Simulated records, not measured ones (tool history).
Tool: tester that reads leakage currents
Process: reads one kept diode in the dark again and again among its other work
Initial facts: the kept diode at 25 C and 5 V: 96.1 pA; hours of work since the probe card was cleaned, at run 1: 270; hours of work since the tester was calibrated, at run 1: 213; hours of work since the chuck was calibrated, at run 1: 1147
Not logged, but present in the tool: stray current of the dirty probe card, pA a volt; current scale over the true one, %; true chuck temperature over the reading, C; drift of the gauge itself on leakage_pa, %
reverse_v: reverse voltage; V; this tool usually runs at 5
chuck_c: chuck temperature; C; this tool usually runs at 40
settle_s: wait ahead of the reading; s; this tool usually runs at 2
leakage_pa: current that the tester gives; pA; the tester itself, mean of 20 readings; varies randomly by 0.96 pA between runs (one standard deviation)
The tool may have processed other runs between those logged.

| run | day | reverse_v | chuck_c | settle_s | hours of work since the probe card was cleaned | hours of work since the tester was calibrated | hours of work since the chuck was calibrated | leakage_pa |
|---|---|---|---|---|---|---|---|---|
| 1 | 0 | 5 | 40 | 2 | 270 | 213 | 1147 | 338.42 |
| 2 | 1.704 | 5 | 48 | 2 | 296 | 238 | 1172 | 613.24 |
| 3 | 2.979 | 5 | 48 | 2 | 315 | 257 | 1191 | 616.1 |
| 4 | 3.996 | 5 | 48 | 2 | 330 | 273 | 1206 | 616.82 |
| 5 | 5.958 | 5 | 40 | 2 | 359 | 302 | 1236 | 342.82 |
| 6 | 7.321 | 5.91 | 40 | 2 | 380 | 322 | 1256 | 379.19 |
| 7 | 9.383 | 5.91 | 40 | 2 | 410 | 353 | 1287 | 375.24 |
| 8 | 11.275 | 5 | 40 | 2 | 439 | 381 | 1315 | 344.63 |
|  | 11.458 | chuck's temperature calibrated |
| 9 | 12.404 | 1.15 | 40 | 2 | 454 | 397 | 14 | 158.61 |
| 10 | 13.95 | 1.15 | 40 | 2 | 477 | 420 | 37 | 157.27 |
| 11 | 15.967 | 1.15 | 24 | 2 | 508 | 450 | 67 | 44.8 |
| 12 | 17.917 | 1.15 | 24 | 2 | 537 | 479 | 97 | 44.52 |
| 13 | 19.371 | 5 | 40 | 2 | 558 | 501 | 118 | 354.32 |
| 14 | 21.204 | 5 | 56 | 2 | 586 | 528 | 146 | 1123.16 |
|  | 22.15 | chuck's temperature calibrated, once more |
| 15 | 22.808 | 5 | 40 | 4.89 | 609 | 551 | 10 | 318.18 |
| 16 | 24.454 | 5 | 40 | 6.34 | 633 | 576 | 34 | 318.35 |
| 17 | 25.358 | 5 | 40 | 6.34 | 647 | 589 | 48 | 316.87 |
| 18 | 27.292 | 5 | 49 | 0.48 | 675 | 618 | 77 | 621.56 |
| 19 | 28.292 | 9.61 | 57 | 6.25 | 690 | 633 | 92 | 1543.18 |
| 20 | 29.808 | 9.61 | 59 | 6.25 | 713 | 656 | 114 | 1765.08 |
| 21 | 31.138 | 1.11 | 40 | 0.83 | 733 | 676 | 134 | 141.38 |
| 22 | 33.229 | 1.84 | 51 | 3.71 | 764 | 707 | 166 | 415.59 |
| 23 | 34.454 | 15.26 | 23 | 4.65 | 782 | 725 | 184 | 157.73 |
| 24 | 35.467 | 3.43 | 32 | 3.8 | 798 | 740 | 199 | 140.71 |
| 25 | 37.088 | 3.43 | 32 | 3.8 | 822 | 765 | 223 | 140.95 |
| 26 | 37.958 | 2.27 | 33 | 3.8 | 835 | 778 | 236 | 120.87 |
| 27 | 39.712 | 2.27 | 27 | 0.7 | 861 | 804 | 262 | 75.94 |

A few steps of leakage_pa between consecutive runs. Split each: what settings, incoming material and random variation would produce without the hidden state, and what is left over for the hidden state, along with gauge scatter present in only one of the two compared results (measured, and without hidden state):
Run 13 -> 14: chuck_c 40 -> 56. leakage_pa +768.84 pA: hidden state +63.91, all else +704.93.
Run 14 -> 15: chuck_c 56 -> 40, settle_s 2 -> 4.89, chuck's temperature calibrated, once more. leakage_pa -804.98 pA: hidden state -102.47, all else -702.51.
Run 18 -> 19: reverse_v 5 -> 9.61, chuck_c 49 -> 57, settle_s 0.48 -> 6.25. leakage_pa +921.62 pA: hidden state -8.4, all else +930.02.
Run 20 -> 21: reverse_v 9.61 -> 1.11, chuck_c 59 -> 40, settle_s 6.25 -> 0.83. leakage_pa -1623.7 pA: hidden state +13.93, all else -1637.63.

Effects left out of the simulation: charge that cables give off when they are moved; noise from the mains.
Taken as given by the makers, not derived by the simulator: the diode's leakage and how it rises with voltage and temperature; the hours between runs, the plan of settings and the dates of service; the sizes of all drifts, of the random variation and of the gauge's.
